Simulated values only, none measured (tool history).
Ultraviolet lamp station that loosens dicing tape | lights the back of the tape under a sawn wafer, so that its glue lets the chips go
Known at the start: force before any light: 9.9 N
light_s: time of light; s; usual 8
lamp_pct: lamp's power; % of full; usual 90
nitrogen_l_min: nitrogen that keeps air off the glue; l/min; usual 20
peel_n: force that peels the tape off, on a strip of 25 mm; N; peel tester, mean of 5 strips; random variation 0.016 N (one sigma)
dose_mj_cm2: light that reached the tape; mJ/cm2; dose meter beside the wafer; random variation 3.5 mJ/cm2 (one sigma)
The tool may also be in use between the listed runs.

| run | hour | light_s | lamp_pct | nitrogen_l_min | peel_n | dose_mj_cm2 |
|---|---|---|---|---|---|---|
| 1 | 0 | 8 | 90 | 20 | 1.909 | 342 |
| 2 | 49.5 | 8 | 90 | 20 | 1.992 | 335 |
|  | 69.5 | lamp changed |
| 3 | 122.5 | 8 | 90 | 12 | 1.194 | 563 |
| 4 | 160.4 | 8 | 90 | 8 | 1.625 | 555 |
| 5 | 213.5 | 8 | 90 | 20 | 0.804 | 560 |
| 6 | 261.4 | 8 | 90 | 20 | 0.858 | 547 |
| 7 | 328.8 | 8 | 90 | 20 | 0.88 | 543 |
| 8 | 393.8 | 8 | 65 | 20 | 1.678 | 384 |
| 9 | 455.3 | 8 | 65 | 20 | 1.728 | 380 |
| 10 | 526.5 | 8 | 90 | 20 | 0.983 | 512 |
| 11 | 608.2 | 8 | 90 | 20 | 0.981 | 504 |
|  | 660.1 | window cleaned of glue's vapour |
| 12 | 669.1 | 8 | 90 | 20 | 0.889 | 532 |
| 13 | 713.8 | 8 | 90 | 20 | 0.936 | 524 |
| 14 | 778.1 | 11 | 90 | 20 | 0.502 | 703 |
| 15 | 822.2 | 8 | 69 | 20 | 1.601 | 393 |
| 16 | 891.7 | 8 | 69 | 20 | 1.675 | 379 |
| 17 | 932.9 | 7 | 69 | 31 | 1.573 | 335 |
| 18 | 1011.3 | 12 | 98 | 20 | 0.395 | 797 |
| 19 | 1058.4 | 5 | 96 | 13 | 2.713 | 322 |
| 20 | 1135.9 | 5 | 96 | 13 | 2.859 | 315 |
| 21 | 1178.6 | 5 | 96 | 13 | 2.791 | 314 |
| 22 | 1267.2 | 5 | 96 | 13 | 2.875 | 305 |
| 23 | 1313.5 | 5 | 95 | 32 | 1.93 | 301 |
|  | 1322.5 | window cleaned of glue's vapour |
| 24 | 1403.5 | 12 | 91 | 22 | 0.462 | 701 |
| 25 | 1465.8 | 12 | 91 | 22 | 0.495 | 700 |

5 ways to go on from here, each from the tool as it stands after run 25. What would each give?
| A | 1550.4 | 11 | 91 | 39 | ? | ? |
| B | 1550.4 | 10 | 90 | 20 | ? | ? |
| C | 1550.4 | 9 | 90 | 9 | ? | ? |
| D | 1550.4 | 10 | 91 | 22 | ? | ? |
| E | 1550.4 | 8 | 66 | 34 | ? | ? |

| run | peel_n | dose_mj_cm2 |
|---|---|---|
| A | 0.426 | 618 |
| B | 0.794 | 558 |
| C | 1.666 | 500 |
| D | 0.742 | 572 |
| E | 1.598 | 325 |
Without the tool's hidden state the same runs would have given:
| run | peel_n | dose_mj_cm2 |
|---|---|---|
| A | 0.281 | 799 |
| B | 0.467 | 724 |
| C | 1.054 | 648 |
| D | 0.437 | 739 |
| E | 0.991 | 421 |
